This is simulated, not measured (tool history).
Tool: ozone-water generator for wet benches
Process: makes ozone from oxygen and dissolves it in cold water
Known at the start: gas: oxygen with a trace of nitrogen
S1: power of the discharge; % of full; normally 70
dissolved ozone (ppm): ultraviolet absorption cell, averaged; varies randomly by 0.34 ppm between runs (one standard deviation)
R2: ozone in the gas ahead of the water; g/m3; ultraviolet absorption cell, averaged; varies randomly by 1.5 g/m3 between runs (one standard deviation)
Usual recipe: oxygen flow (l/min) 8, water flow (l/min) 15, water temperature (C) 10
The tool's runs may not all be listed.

Run 1, hour 0: usual settings. Result: dissolved ozone (ppm) 50.3, R2 271.1 g/m3.
Run 2, hour 49.3: usual settings but oxygen flow (l/min) 5.73. Result: dissolved ozone (ppm) 48.2, R2 297.3 g/m3.
Run 3, hour 86.6: usual settings but oxygen flow (l/min) 5.73. Result: dissolved ozone (ppm) 48.2, R2 298.9 g/m3.
Run 4, hour 157.6: usual settings but oxygen flow (l/min) 5.73. Result: dissolved ozone (ppm) 48.3, R2 297.8 g/m3.
Run 5, hour 192.3: usual settings but oxygen flow (l/min) 5.73. Result: dissolved ozone (ppm) 48.1, R2 298.1 g/m3.
Run 6, hour 258.3: usual settings but water flow (l/min) 10. Result: dissolved ozone (ppm) 64.7, R2 267.6 g/m3.
Run 7, hour 332.7: usual settings but oxygen flow (l/min) 5.07. Result: dissolved ozone (ppm) 46.5, R2 303.8 g/m3.
Run 8, hour 389.3: usual settings but S1 98 % of full, water temperature (C) 13. Result: dissolved ozone (ppm) 57.5, R2 322.7 g/m3.
Run 9, hour 469.1: usual settings but S1 61 % of full, oxygen flow (l/min) 10.56, water flow (l/min) 17, water temperature (C) 8. Result: dissolved ozone (ppm) 44.9, R2 225.3 g/m3.
Run 10, hour 543.2: usual settings but S1 61 % of full, oxygen flow (l/min) 10.56, water flow (l/min) 17, water temperature (C) 8. Result: dissolved ozone (ppm) 45.4, R2 223.6 g/m3.
Run 11, hour 616.5: usual settings but S1 61 % of full, oxygen flow (l/min) 10.56, water flow (l/min) 11, water temperature (C) 8. Result: dissolved ozone (ppm) 59.5, R2 223.2 g/m3.
Run 12, hour 668.9: usual settings but S1 61 % of full, oxygen flow (l/min) 10.56, water flow (l/min) 11, water temperature (C) 8. Result: dissolved ozone (ppm) 58.6, R2 224.5 g/m3.
Run 13, hour 701.7: usual settings but S1 81 % of full, oxygen flow (l/min) 12.31. Result: dissolved ozone (ppm) 55.7, R2 251.1 g/m3.

Here are 4 independent what-if runs from the current tool condition. What would each one return?
Run A, hour 779.9: usual settings but S1 50 % of full, oxygen flow (l/min) 12.31, water temperature (C) 7. Result: dissolved ozone (ppm) ?, R2 ?.
Run B, hour 779.9: usual settings but S1 81 % of full, oxygen flow (l/min) 4.66, water flow (l/min) 9. Result: dissolved ozone (ppm) ?, R2 ?.
Run C, hour 779.9: usual settings but oxygen flow (l/min) 6, water flow (l/min) 16, water temperature (C) 6. Result: dissolved ozone (ppm) ?, R2 ?.
Run D, hour 779.9: usual settings but S1 51 % of full, oxygen flow (l/min) 14.28. Result: dissolved ozone (ppm) ?, R2 ?.

run  dissolved ozone (ppm)     R2
  A                   44.8    190
  B                   70.5  340.7
  C                   47.7  290.8
  D                   43.1  182.2
With the hidden condition removed and each run's random variation left untouched, the same runs would have given:
run  dissolved ozone (ppm)     R2
  A                   48.4  195.1
  B                   75.3  353.1
  C                   51.9  300.6
  D                   46.5  187.2
